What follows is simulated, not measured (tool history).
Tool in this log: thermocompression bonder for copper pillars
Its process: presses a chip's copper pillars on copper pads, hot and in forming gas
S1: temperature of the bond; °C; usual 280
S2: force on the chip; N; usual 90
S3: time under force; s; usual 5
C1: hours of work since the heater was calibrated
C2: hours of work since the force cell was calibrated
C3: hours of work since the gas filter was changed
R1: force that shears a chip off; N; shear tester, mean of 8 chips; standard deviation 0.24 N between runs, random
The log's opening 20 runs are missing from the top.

Run 21, hour 162.4: usual settings but S1 266 °C; C1 140; C2 374; C3 91. Result: R1 45.5 N.
Run 22, hour 170.2: usual settings but S1 266 °C; C1 145; C2 379; C3 96. Result: R1 45.5 N.
Run 23, hour 181.5: usual settings but S3 4 s; C1 152; C2 385; C3 103. Result: R1 48.8 N.
Run 24, hour 191.4: usual settings but S3 4 s; C1 158; C2 391; C3 109. Result: R1 49.2 N.
Run 25, hour 202.0: usual settings but S3 14 s; C1 164; C2 398; C3 115. Result: R1 71.5 N.
Run 26, hour 208.1: usual settings but S1 305 °C, S2 77 N, S3 14 s; C1 168; C2 402; C3 119. Result: R1 78.2 N.
Run 27, hour 219.6: usual settings but S3 11 s; C1 175; C2 409; C3 126. Result: R1 68.0 N.
Run 28, hour 226.7: usual settings but S3 11 s; C1 179; C2 413; C3 130. Result: R1 67.9 N.
Run 29, hour 236.4: usual settings but S1 276 °C, S2 79 N, S3 11 s; C1 185; C2 419; C3 136. Result: R1 60.1 N.
Run 30, hour 245.6: usual settings but S1 276 °C, S2 79 N, S3 11 s; C1 191; C2 424; C3 141. Result: R1 59.3 N.
Run 31, hour 253.6: usual settings but S2 80 N; C1 195; C2 429; C3 146. Result: R1 48.2 N.
Run 32, hour 266.5: usual settings but S1 264 °C, S2 57 N, S3 10 s; C1 203; C2 437; C3 154. Result: R1 39.4 N.
Run 33, hour 275.1: usual settings but S1 264 °C, S2 57 N, S3 10 s; C1 209; C2 442; C3 159. Result: R1 39.3 N.
Run 34, hour 281.9: usual settings but S1 307 °C, S2 80 N, S3 4 s; C1 213; C2 446; C3 164. Result: R1 57.5 N.
Run 35, hour 292.1: usual settings but S1 259 °C, S2 124 N, S3 3 s; C1 219; C2 453; C3 170. Result: R1 44.9 N.
Run 36, hour 304.5: usual settings; C1 226; C2 460; C3 177. Result: R1 52.9 N.
Run 37, hour 316.5: usual settings but S1 265 °C, S2 128 N; C1 234; C2 467; C3 185. Result: R1 59.0 N.
Run 38, hour 329.4: usual settings but S1 265 °C, S2 130 N; C1 242; C2 475; C3 192. Result: R1 59.2 N.
Run 39, hour 338.4: usual settings but S1 303 °C; C1 247; C2 481; C3 198. Result: R1 64.6 N.
Run 40, hour 346.5: usual settings but S1 303 °C; C1 252; C2 486; C3 203. Result: R1 64.5 N.

Consider 3 possible next runs. They are alternatives, not a sequence: every one starts from the tool as it was left by run 40. What does each give?
At hour 354.9: forming gas filter changed.
Run A, hour 355.9: usual settings but S1 303 °C, S2 65 N; C1 257; C2 491; C3 1. Result: R1 ?.
At hour 354.9: forming gas filter changed.
Run B, hour 355.9: usual settings but S1 263 °C, S2 70 N, S3 11 s; C1 257; C2 491; C3 1. Result: R1 ?.
At hour 354.9: forming gas filter changed.
Run C, hour 355.9: usual settings but S1 289 °C; C1 257; C2 491; C3 1. Result: R1 ?.

run    R1
  A  51.5
  B  48.1
  C  58.1
The same runs, with their run-to-run variation unchanged, on a tool lacking any hidden condition would have given:
run    R1
  A  51.4
  B  48.1
  C  58.1

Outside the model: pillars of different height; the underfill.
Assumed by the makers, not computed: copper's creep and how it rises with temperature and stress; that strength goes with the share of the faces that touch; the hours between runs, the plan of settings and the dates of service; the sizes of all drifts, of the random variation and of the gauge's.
